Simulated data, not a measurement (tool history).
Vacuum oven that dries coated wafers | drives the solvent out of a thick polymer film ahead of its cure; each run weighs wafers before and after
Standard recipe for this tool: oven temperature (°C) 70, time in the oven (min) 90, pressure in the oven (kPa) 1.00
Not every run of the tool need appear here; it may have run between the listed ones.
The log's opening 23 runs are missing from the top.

run   hour  oven temperature (°C)  time in the oven (min)  pressure in the oven (kPa)  hours of work since the thermocouples were calibrated  hours of work since the vacuum gauge was cleaned of residue  solvent left in the film (%)
 24  418.4                     70                      73                        1.00                                                     21                                                          460                         1.799
 25  429.2                     61                      64                        1.00                                                     27                                                          465                         5.266
 26  454.7                     77                      64                        1.61                                                     39                                                          478                         1.180
 27  476.1                     63                      65                        0.52                                                     50                                                          489                         4.204
 28  490.0                     70                      90                        0.86                                                     57                                                          496                         1.110
 29  508.0                     70                      83                        1.63                                                     66                                                          505                         1.616
 30  522.6                     70                      83                        1.63                                                     74                                                          512                         1.616
 31  540.3                     70                      83                        1.63                                                     83                                                          521                         1.621
 32  562.9                     70                      83                        1.63                                                     94                                                          533                         1.610
 33  576.3                     69                     121                        1.00                                                    101                                                          539                         0.730
 34  590.1                     65                     136                        1.00                                                    108                                                          546                         0.954
 35  606.8                     73                      55                        1.56                                                    116                                                          555                         2.434
 36  627.2                     70                     126                        0.77                                                    127                                                          565                         0.519
 37  652.7                     70                     126                        0.77                                                    139                                                          578                         0.516
 38  672.2                     58                      78                        0.77                                                    149                                                          588                         5.027
 39  686.9                     71                      53                        1.72                                                    157                                                          595                         3.204
 40  707.5                     59                      70                        1.42                                                    167                                                          606                         5.677
 41  725.0                     57                      90                        2.14                                                    176                                                          614                         5.283
 42  740.1                     60                     127                        1.00                                                    184                                                          622                         1.992
 43  762.8                     60                     127                        1.00                                                    195                                                          634                         1.993
 44  777.9                     75                      90                        1.36                                                    203                                                          641                         0.722
 45  798.6                     66                      90                        2.56                                                    213                                                          652                         2.568

Branching from run 45: 3 alternative next runs. What would each branch give?
  A  823.3                     85                      50                        2.18                                                    226                                                          664                             ?
  B  823.3                     60                      90                        0.85                                                    226                                                          664                             ?
  C  823.3                     61                      90                        0.54                                                    226                                                          664                             ?

run  solvent left in the film (%)
  A                         0.870
  B                         3.489
  C                         3.008
With the hidden condition removed and each run's random variation left untouched, the same runs would have given:
run  solvent left in the film (%)
  A                         0.870
  B                         3.489
  C                         3.008
